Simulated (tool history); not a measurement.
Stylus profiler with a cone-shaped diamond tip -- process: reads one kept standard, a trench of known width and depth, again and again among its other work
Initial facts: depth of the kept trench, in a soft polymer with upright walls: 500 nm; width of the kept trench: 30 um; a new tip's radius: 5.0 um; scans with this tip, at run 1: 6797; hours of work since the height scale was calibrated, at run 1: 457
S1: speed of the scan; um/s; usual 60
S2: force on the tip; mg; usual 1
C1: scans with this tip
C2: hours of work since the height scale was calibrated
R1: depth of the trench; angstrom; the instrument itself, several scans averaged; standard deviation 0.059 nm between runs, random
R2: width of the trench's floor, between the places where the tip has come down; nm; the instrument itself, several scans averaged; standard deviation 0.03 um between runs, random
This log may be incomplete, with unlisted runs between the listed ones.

{"run": 1, "day": 0.0, "S1": 60, "S2": 1, "C1": 6797, "C2": 457, "R1": 5033.8, "R2": 23390}
{"run": 2, "day": 1.183, "S1": 60, "S2": 0.81, "C1": 7076, "C2": 476, "R1": 5029.3, "R2": 23280}
{"run": 3, "day": 1.904, "S1": 29, "S2": 1, "C1": 7246, "C2": 487, "R1": 5034.4, "R2": 23560}
{"day": 2.062, "done": "height scale calibrated on a step standard"}
{"run": 4, "day": 2.742, "S1": 60, "S2": 1, "C1": 7439, "C2": 11, "R1": 5032.7, "R2": 23250}
{"run": 5, "day": 3.725, "S1": 60, "S2": 0.47, "C1": 7671, "C2": 26, "R1": 5017.6, "R2": 22870}
{"run": 6, "day": 4.925, "S1": 60, "S2": 0.73, "C1": 7954, "C2": 45, "R1": 5024.8, "R2": 23110}
{"run": 7, "day": 6.388, "S1": 65, "S2": 0.7, "C1": 8299, "C2": 69, "R1": 5024.4, "R2": 22900}
{"run": 8, "day": 7.058, "S1": 80, "S2": 0.52, "C1": 8457, "C2": 79, "R1": 5018.5, "R2": 22540}
{"run": 9, "day": 8.067, "S1": 80, "S2": 0.52, "C1": 8695, "C2": 95, "R1": 5017.9, "R2": 22480}
{"run": 10, "day": 8.962, "S1": 120, "S2": 0.59, "C1": 8906, "C2": 109, "R1": 5020.8, "R2": 22040}

Each row is a separate what-if for the run after 10, all from the same tool condition, not one after another. Results?
{"run": "A", "day": 9.746, "S1": 31, "S2": 0.67, "C1": 9091, "C2": 122, "R1": "?", "R2": "?"}
{"run": "B", "day": 9.746, "S1": 215, "S2": 1.59, "C1": 9091, "C2": 122, "R1": "?", "R2": "?"}
{"run": "C", "day": 9.746, "S1": 120, "S2": 1.68, "C1": 9091, "C2": 122, "R1": "?", "R2": "?"}
{"run": "D", "day": 9.746, "S1": 120, "S2": 0.84, "C1": 9091, "C2": 122, "R1": "?", "R2": "?"}
{"run": "E", "day": 9.746, "S1": 200, "S2": 1, "C1": 9091, "C2": 122, "R1": "?", "R2": "?"}

run=A R1=5023 R2=23130
run=B R1=5046.4 R2=21820
run=C R1=5048.2 R2=22510
run=D R1=5027.4 R2=22240
run=E R1=5032.9 R2=21500
Take away the tool's hidden state, keep each run's random variation, and the runs would have read:
run=A R1=5029.2 R2=25270
run=B R1=5052.6 R2=23960
run=C R1=5054.4 R2=24650
run=D R1=5033.5 R2=24380
run=E R1=5039.1 R2=23650
